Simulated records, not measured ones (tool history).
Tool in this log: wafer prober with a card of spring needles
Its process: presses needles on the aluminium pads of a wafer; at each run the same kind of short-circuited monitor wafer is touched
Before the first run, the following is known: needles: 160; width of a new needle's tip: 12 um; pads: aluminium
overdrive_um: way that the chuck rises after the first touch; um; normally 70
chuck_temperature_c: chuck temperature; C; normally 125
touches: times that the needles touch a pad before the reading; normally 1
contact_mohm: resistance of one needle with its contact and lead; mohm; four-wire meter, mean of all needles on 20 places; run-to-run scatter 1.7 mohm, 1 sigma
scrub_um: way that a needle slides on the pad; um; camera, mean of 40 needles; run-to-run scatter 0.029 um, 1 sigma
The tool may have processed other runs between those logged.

{"run": 1, "hour": 0.0, "overdrive_um": 70, "chuck_temperature_c": 125, "touches": 1, "contact_mohm": 166, "scrub_um": 12.04}
{"run": 2, "hour": 18.6, "overdrive_um": 70, "chuck_temperature_c": 125, "touches": 1, "contact_mohm": 163, "scrub_um": 11.97}
{"run": 3, "hour": 38.6, "overdrive_um": 70, "chuck_temperature_c": 125, "touches": 1, "contact_mohm": 165, "scrub_um": 12.05}
{"run": 4, "hour": 56.5, "overdrive_um": 70, "chuck_temperature_c": 125, "touches": 1, "contact_mohm": 166, "scrub_um": 12.06}
{"run": 5, "hour": 67.4, "overdrive_um": 70, "chuck_temperature_c": 125, "touches": 1, "contact_mohm": 166, "scrub_um": 11.99}
{"run": 6, "hour": 81.9, "overdrive_um": 70, "chuck_temperature_c": 125, "touches": 1, "contact_mohm": 164, "scrub_um": 12.04}
{"run": 7, "hour": 95.2, "overdrive_um": 70, "chuck_temperature_c": 125, "touches": 1, "contact_mohm": 168, "scrub_um": 12.08}
{"run": 8, "hour": 105.6, "overdrive_um": 70, "chuck_temperature_c": 27, "touches": 1, "contact_mohm": 148, "scrub_um": 12.07}
{"run": 9, "hour": 123.5, "overdrive_um": 70, "chuck_temperature_c": 27, "touches": 1, "contact_mohm": 149, "scrub_um": 12.13}
{"run": 10, "hour": 145.0, "overdrive_um": 70, "chuck_temperature_c": 112, "touches": 1, "contact_mohm": 163, "scrub_um": 12.05}
{"run": 11, "hour": 159.3, "overdrive_um": 70, "chuck_temperature_c": 112, "touches": 1, "contact_mohm": 164, "scrub_um": 12.08}
{"run": 12, "hour": 174.5, "overdrive_um": 70, "chuck_temperature_c": 112, "touches": 1, "contact_mohm": 161, "scrub_um": 12.08}
{"run": 13, "hour": 186.3, "overdrive_um": 70, "chuck_temperature_c": 125, "touches": 1, "contact_mohm": 167, "scrub_um": 12.02}
{"run": 14, "hour": 211.5, "overdrive_um": 70, "chuck_temperature_c": 125, "touches": 1, "contact_mohm": 165, "scrub_um": 12.11}
{"run": 15, "hour": 234.7, "overdrive_um": 70, "chuck_temperature_c": 125, "touches": 1, "contact_mohm": 165, "scrub_um": 12.04}
{"run": 16, "hour": 253.4, "overdrive_um": 70, "chuck_temperature_c": 125, "touches": 1, "contact_mohm": 167, "scrub_um": 12.09}
{"run": 17, "hour": 269.7, "overdrive_um": 70, "chuck_temperature_c": 125, "touches": 1, "contact_mohm": 166, "scrub_um": 12.05}
{"run": 18, "hour": 292.1, "overdrive_um": 70, "chuck_temperature_c": 125, "touches": 1, "contact_mohm": 163, "scrub_um": 12.05}
{"run": 19, "hour": 305.4, "overdrive_um": 70, "chuck_temperature_c": 115, "touches": 3, "contact_mohm": 164, "scrub_um": 12.08}
{"run": 20, "hour": 320.2, "overdrive_um": 70, "chuck_temperature_c": 115, "touches": 3, "contact_mohm": 164, "scrub_um": 12.04}
{"run": 21, "hour": 338.8, "overdrive_um": 70, "chuck_temperature_c": 115, "touches": 1, "contact_mohm": 160, "scrub_um": 12.06}
{"run": 22, "hour": 358.0, "overdrive_um": 70, "chuck_temperature_c": 115, "touches": 1, "contact_mohm": 165, "scrub_um": 12.06}
{"run": 23, "hour": 376.9, "overdrive_um": 70, "chuck_temperature_c": 115, "touches": 1, "contact_mohm": 166, "scrub_um": 12.01}
{"run": 24, "hour": 396.7, "overdrive_um": 70, "chuck_temperature_c": 115, "touches": 1, "contact_mohm": 162, "scrub_um": 12.04}
{"run": 25, "hour": 411.0, "overdrive_um": 55, "chuck_temperature_c": 56, "touches": 3, "contact_mohm": 158, "scrub_um": 9.44}
{"run": 26, "hour": 425.4, "overdrive_um": 55, "chuck_temperature_c": 73, "touches": 1, "contact_mohm": 163, "scrub_um": 9.47}
{"run": 27, "hour": 451.0, "overdrive_um": 55, "chuck_temperature_c": 125, "touches": 3, "contact_mohm": 169, "scrub_um": 9.46}
{"run": 28, "hour": 473.9, "overdrive_um": 79, "chuck_temperature_c": 87, "touches": 2, "contact_mohm": 156, "scrub_um": 13.65}
{"run": 29, "hour": 489.5, "overdrive_um": 79, "chuck_temperature_c": 87, "touches": 2, "contact_mohm": 157, "scrub_um": 13.61}
{"run": 30, "hour": 501.6, "overdrive_um": 61, "chuck_temperature_c": 125, "touches": 3, "contact_mohm": 169, "scrub_um": 10.41}
{"run": 31, "hour": 519.3, "overdrive_um": 68, "chuck_temperature_c": 34, "touches": 2, "contact_mohm": 151, "scrub_um": 11.71}
{"run": 32, "hour": 536.4, "overdrive_um": 50, "chuck_temperature_c": 43, "touches": 1, "contact_mohm": 156, "scrub_um": 8.62}

The log once held 57 entries between its listed runs, left out of this copy. Where does each go, and what is different about the tool's unlogged condition between the listed run before it and the listed run after it?
Runs 1 to 2: tips cleaned on abrasive film (hour 3.6); tips cleaned on abrasive film (hour 13.4)
  debris on the tips, nm: 0.5 -> 0.4
Runs 2 to 3: tips cleaned on abrasive film (hour 21.9); tips cleaned on abrasive film (hour 31.1)
  debris on the tips, nm: 0.4 -> 0.5
Runs 3 to 4: tips cleaned on abrasive film (hour 40.0); tips cleaned on abrasive film (hour 50.4)
  both runs share identical hidden conditions
Runs 4 to 5: tips cleaned on abrasive film (hour 59.2)
  way that the needles fall short of the set height, um: 0 -> 0.01
Runs 5 to 6: tips cleaned on abrasive film (hour 69.6); tips cleaned on abrasive film (hour 78.6)
  debris on the tips, nm: 0.5 -> 0.3
Runs 6 to 7: tips cleaned on abrasive film (hour 87.7)
  debris on the tips, nm: 0.3 -> 0.5
Runs 7 to 8: tips cleaned on abrasive film (hour 96.7); tips cleaned on abrasive film (hour 105.5)
  debris on the tips, nm: 0.5 -> 0
Runs 8 to 9: tips cleaned on abrasive film (hour 114.6); tips cleaned on abrasive film (hour 123.5)
  debris on the tips, nm: 0 -> 0.1
Runs 9 to 10: tips cleaned on abrasive film (hour 132.5); tips cleaned on abrasive film (hour 142.9)
  debris on the tips, nm: 0.1 -> 0.2
Runs 10 to 11: tips cleaned on abrasive film (hour 152.5)
  debris on the tips, nm: 0.2 -> 0.5
Runs 11 to 12: tips cleaned on abrasive film (hour 162.6); tips cleaned on abrasive film (hour 171.8)
  debris on the tips, nm: 0.5 -> 0.2
Runs 12 to 13: tips cleaned on abrasive film (hour 180.6)
  debris on the tips, nm: 0.2 -> 0.5
Runs 13 to 14: tips cleaned on abrasive film (hour 189.7); tips cleaned on abrasive film (hour 198.4); tips cleaned on abrasive film (hour 208.0)
  debris on the tips, nm: 0.5 -> 0.4
Runs 14 to 15: tips cleaned on abrasive film (hour 217.8); tips cleaned on abrasive film (hour 226.7)
  debris on the tips, nm: 0.4 -> 0.5
Runs 15 to 16: tips cleaned on abrasive film (hour 236.1); tips cleaned on abrasive film (hour 245.6)
  both runs share identical hidden conditions
Runs 16 to 17: tips cleaned on abrasive film (hour 255.4); tips cleaned on abrasive film (hour 264.8)
  debris on the tips, nm: 0.5 -> 0.4
Runs 17 to 18: tips cleaned on abrasive film (hour 275.4); tips cleaned on abrasive film (hour 284.3)
  debris on the tips, nm: 0.4 -> 0.5
Runs 18 to 19: tips cleaned on abrasive film (hour 294.2); tips cleaned on abrasive film (hour 303.4)
  debris on the tips, nm: 0.5 -> 0.2
Runs 19 to 20: tips cleaned on abrasive film (hour 313.0)
  debris on the tips, nm: 0.2 -> 0.5
Runs 20 to 21: tips cleaned on abrasive film (hour 322.0); tips cleaned on abrasive film (hour 332.1)
  both runs share identical hidden conditions
Runs 21 to 22: tips cleaned on abrasive film (hour 341.8); tips cleaned on abrasive film (hour 350.8)
  tips' diameter, um: 12 -> 12.01
Runs 22 to 23: tips cleaned on abrasive film (hour 360.6); tips cleaned on abrasive film (hour 370.3)
  both runs share identical hidden conditions
Runs 23 to 24: tips cleaned on abrasive film (hour 380.3); tips cleaned on abrasive film (hour 389.4)
  way that the needles fall short of the set height, um: 0.01 -> 0.02
Runs 24 to 25: tips cleaned on abrasive film (hour 398.6); tips cleaned on abrasive film (hour 407.9)
  debris on the tips, nm: 0.5 -> 0.3
Runs 25 to 26: tips cleaned on abrasive film (hour 417.2)
  debris on the tips, nm: 0.3 -> 0.6
Runs 26 to 27: tips cleaned on abrasive film (hour 427.5); tips cleaned on abrasive film (hour 437.1); tips cleaned on abrasive film (hour 447.3)
  debris on the tips, nm: 0.6 -> 0.4
Runs 27 to 28: tips cleaned on abrasive film (hour 457.0); tips cleaned on abrasive film (hour 465.8)
  debris on the tips, nm: 0.4 -> 0.6
Runs 28 to 29: tips cleaned on abrasive film (hour 475.8); tips cleaned on abrasive film (hour 485.1)
  debris on the tips, nm: 0.6 -> 0.4
Runs 29 to 30: tips cleaned on abrasive film (hour 495.0)
  debris on the tips, nm: 0.4 -> 0.5
Runs 30 to 31: tips cleaned on abrasive film (hour 505.2); tips cleaned on abrasive film (hour 513.8)
  debris on the tips, nm: 0.5 -> 0.4
Runs 31 to 32: tips cleaned on abrasive film (hour 524.4); tips cleaned on abrasive film (hour 533.4)
  debris on the tips, nm: 0.4 -> 0.3
